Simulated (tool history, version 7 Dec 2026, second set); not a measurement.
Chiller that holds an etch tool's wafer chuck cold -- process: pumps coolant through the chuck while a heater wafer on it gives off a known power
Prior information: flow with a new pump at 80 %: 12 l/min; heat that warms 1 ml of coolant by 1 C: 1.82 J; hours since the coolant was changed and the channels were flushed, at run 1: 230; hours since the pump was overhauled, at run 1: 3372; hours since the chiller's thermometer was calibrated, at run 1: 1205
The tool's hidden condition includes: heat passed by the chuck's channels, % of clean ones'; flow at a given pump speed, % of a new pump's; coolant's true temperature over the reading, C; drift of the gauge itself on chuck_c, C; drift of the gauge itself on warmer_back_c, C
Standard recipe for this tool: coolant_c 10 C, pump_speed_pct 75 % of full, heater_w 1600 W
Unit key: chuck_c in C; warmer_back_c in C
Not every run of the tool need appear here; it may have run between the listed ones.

| run | hour | coolant_c | pump_speed_pct | heater_w | hours since the coolant was changed and the channels were flushed | hours since the pump was overhauled | hours since the chiller's thermometer was calibrated | chuck_c | warmer_back_c |
|---|---|---|---|---|---|---|---|---|---|
| 1 | 0.0 | 10 | 75 | 1600 | 230 | 3372 | 1205 | 26.7 | 4.83 |
| 2 | 77.3 | 10 | 75 | 1600 | 307 | 3449 | 1282 | 26.5 | 4.87 |
| 3 | 159.5 | 10 | 75 | 1600 | 390 | 3531 | 1364 | 26.8 | 4.84 |
| 4 | 246.6 | 10 | 62 | 1600 | 477 | 3618 | 1451 | 29.8 | 6.00 |
| 5 | 325.0 | 10 | 70 | 1600 | 555 | 3697 | 1530 | 27.7 | 5.27 |
| 6 | 463.1 | 10 | 70 | 1600 | 693 | 3835 | 1668 | 27.9 | 5.25 |
| 7 | 577.0 | 10 | 80 | 1600 | 807 | 3949 | 1782 | 26.2 | 4.58 |
| 8 | 694.3 | 10 | 80 | 1600 | 924 | 4066 | 1899 | 25.9 | 4.55 |
| 9 | 792.4 | 10 | 80 | 1600 | 1022 | 4164 | 1997 | 26.0 | 4.57 |
| 10 | 946.5 | 10 | 80 | 1600 | 1176 | 4318 | 2151 | 25.9 | 4.55 |
| 11 | 1074.5 | 10 | 80 | 1600 | 1305 | 4446 | 2279 | 26.0 | 4.60 |
| 12 | 1177.1 | 10 | 80 | 1518 | 1407 | 4549 | 2382 | 25.4 | 4.36 |
| 13 | 1339.9 | 3 | 75 | 1600 | 1570 | 4712 | 2544 | 20.0 | 4.89 |
| 14 | 1432.3 | 3 | 75 | 1600 | 1662 | 4804 | 2637 | 20.0 | 4.90 |
| 15 | 1562.6 | 10 | 75 | 1600 | 1793 | 4934 | 2767 | 27.3 | 4.94 |
| 16 | 1694.9 | 10 | 75 | 1561 | 1925 | 5067 | 2899 | 27.0 | 4.82 |
| 17 | 1841.3 | 19 | 91 | 1600 | 2071 | 5213 | 3046 | 33.3 | 4.01 |
| 18 | 1958.5 | 0 | 65 | 1079 | 2189 | 5330 | 3163 | 13.0 | 3.89 |
|  | 1968.9 | chiller's thermometer calibrated |
| 19 | 2109.5 | 17 | 65 | 1955 | 2339 | 5480 | 141 | 41.4 | 7.08 |
| 20 | 2237.1 | 17 | 65 | 1955 | 2466 | 5608 | 268 | 41.2 | 7.07 |
| 21 | 2309.4 | 2 | 60 | 1470 | 2538 | 5680 | 340 | 21.6 | 5.78 |
| 22 | 2437.2 | 10 | 87 | 912 | 2666 | 5808 | 468 | 18.9 | 2.41 |
| 23 | 2566.3 | 16 | 75 | 1600 | 2795 | 5937 | 597 | 33.5 | 5.02 |
| 24 | 2633.1 | 10 | 72 | 1236 | 2862 | 6004 | 664 | 24.1 | 4.01 |
| 25 | 2783.5 | 10 | 72 | 1236 | 3012 | 6154 | 815 | 24.2 | 3.99 |
| 26 | 2876.6 | 10 | 72 | 1236 | 3106 | 6247 | 908 | 24.2 | 4.01 |
| 27 | 2947.6 | 10 | 80 | 1864 | 3177 | 6318 | 979 | 29.6 | 5.37 |
| 28 | 3027.9 | 19 | 60 | 1720 | 3257 | 6399 | 1059 | 42.2 | 6.87 |
| 29 | 3174.1 | 5 | 75 | 1009 | 3403 | 6545 | 1205 | 16.3 | 3.17 |
| 30 | 3318.9 | 12 | 75 | 2283 | 3548 | 6690 | 1350 | 37.4 | 7.10 |
| 31 | 3481.6 | 18 | 96 | 1011 | 3711 | 6852 | 1513 | 27.1 | 2.34 |
| 32 | 3577.7 | 18 | 96 | 1011 | 3807 | 6948 | 1609 | 27.1 | 2.42 |

Below are 3 alternative next runs, each starting from the tool's condition after run 32. Predict each:
| A | 3690.0 | 10 | 75 | 1978 | 3919 | 7061 | 1721 | ? | ? |
| B | 3690.0 | 10 | 63 | 1600 | 3919 | 7061 | 1721 | ? | ? |
| C | 3690.0 | 0 | 84 | 1600 | 3919 | 7061 | 1721 | ? | ? |

| run | chuck_c | warmer_back_c |
|---|---|---|
| A | 32.2 | 6.14 |
| B | 30.9 | 6.07 |
| C | 16.4 | 4.45 |
What these runs would have given with no unlogged condition in the tool:
| run | chuck_c | warmer_back_c |
|---|---|---|
| A | 30.3 | 5.78 |
| B | 29.1 | 5.72 |
| C | 14.9 | 4.20 |
